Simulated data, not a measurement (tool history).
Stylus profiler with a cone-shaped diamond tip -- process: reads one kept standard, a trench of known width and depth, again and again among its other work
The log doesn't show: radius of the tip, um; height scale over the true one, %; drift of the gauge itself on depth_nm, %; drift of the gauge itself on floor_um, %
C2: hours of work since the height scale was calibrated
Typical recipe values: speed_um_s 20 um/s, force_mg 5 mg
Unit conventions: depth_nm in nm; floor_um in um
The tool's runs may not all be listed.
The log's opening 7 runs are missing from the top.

{"run": 8, "hour": 407.5, "speed_um_s": 49, "force_mg": 7.31, "scans with this tip": 11085, "C2": 1240, "depth_nm": 1022.52, "floor_um": 11.9}
{"run": 9, "hour": 479.7, "speed_um_s": 49, "force_mg": 7.31, "scans with this tip": 11414, "C2": 1276, "depth_nm": 1022.6, "floor_um": 11.88}
{"run": 10, "hour": 535.2, "speed_um_s": 49, "force_mg": 7.31, "scans with this tip": 11666, "C2": 1305, "depth_nm": 1022.53, "floor_um": 11.87}
{"run": 11, "hour": 576.9, "speed_um_s": 49, "force_mg": 7.31, "scans with this tip": 11856, "C2": 1326, "depth_nm": 1022.5, "floor_um": 11.85}
{"run": 12, "hour": 609.6, "speed_um_s": 49, "force_mg": 7.31, "scans with this tip": 12005, "C2": 1342, "depth_nm": 1022.35, "floor_um": 11.85}
{"hour": 617.4, "done": "height scale calibrated on a step standard"}
{"run": 13, "hour": 663.9, "speed_um_s": 49, "force_mg": 7.31, "scans with this tip": 12249, "C2": 24, "depth_nm": 1021.23, "floor_um": 11.79}
{"run": 14, "hour": 739.9, "speed_um_s": 49, "force_mg": 7.31, "scans with this tip": 12595, "C2": 62, "depth_nm": 1020.29, "floor_um": 11.69}
{"run": 15, "hour": 787.1, "speed_um_s": 20, "force_mg": 5, "scans with this tip": 12810, "C2": 86, "depth_nm": 1015.31, "floor_um": 11.73}
{"run": 16, "hour": 834.6, "speed_um_s": 20, "force_mg": 5, "scans with this tip": 13026, "C2": 111, "depth_nm": 1014.84, "floor_um": 11.75}
{"hour": 898.0, "done": "height scale calibrated on a step standard, once more"}
{"run": 17, "hour": 898.0, "speed_um_s": 6, "force_mg": 5, "scans with this tip": 13312, "C2": 0, "depth_nm": 1019.31, "floor_um": 11.76}
{"run": 18, "hour": 949.1, "speed_um_s": 6, "force_mg": 5, "scans with this tip": 13545, "C2": 26, "depth_nm": 1019.36, "floor_um": 11.71}
{"run": 19, "hour": 994.8, "speed_um_s": 6, "force_mg": 5, "scans with this tip": 13753, "C2": 49, "depth_nm": 1019.01, "floor_um": 11.71}
{"run": 20, "hour": 1069.3, "speed_um_s": 6, "force_mg": 2.17, "scans with this tip": 14092, "C2": 87, "depth_nm": 1011.21, "floor_um": 11.65}
{"run": 21, "hour": 1147.1, "speed_um_s": 6, "force_mg": 2.17, "scans with this tip": 14446, "C2": 127, "depth_nm": 1010.91, "floor_um": 11.56}
{"run": 22, "hour": 1190.1, "speed_um_s": 77, "force_mg": 2.33, "scans with this tip": 14642, "C2": 149, "depth_nm": 1011.35, "floor_um": 11.12}
{"run": 23, "hour": 1237.9, "speed_um_s": 77, "force_mg": 2.33, "scans with this tip": 14859, "C2": 173, "depth_nm": 1011.23, "floor_um": 11.13}
{"run": 24, "hour": 1312.2, "speed_um_s": 71, "force_mg": 5.01, "scans with this tip": 15197, "C2": 211, "depth_nm": 1019.33, "floor_um": 11.16}
{"run": 25, "hour": 1354.7, "speed_um_s": 71, "force_mg": 5.01, "scans with this tip": 15391, "C2": 232, "depth_nm": 1018.99, "floor_um": 11.25}
{"run": 26, "hour": 1429.0, "speed_um_s": 71, "force_mg": 5.01, "scans with this tip": 15729, "C2": 270, "depth_nm": 1018.97, "floor_um": 11.14}

Run 27 has not been measured yet. What should we expect?
{"run": 27, "hour": 1503.1, "speed_um_s": 71, "force_mg": 5.01, "scans with this tip": 16066, "C2": 308, "depth_nm": "?", "floor_um": "?"}

{"run 27": {"depth_nm": 1018.82, "floor_um": 11.15}}
Without the tool's hidden state the same run would have given depth_nm 1019.45 nm, floor_um 13.77 um.
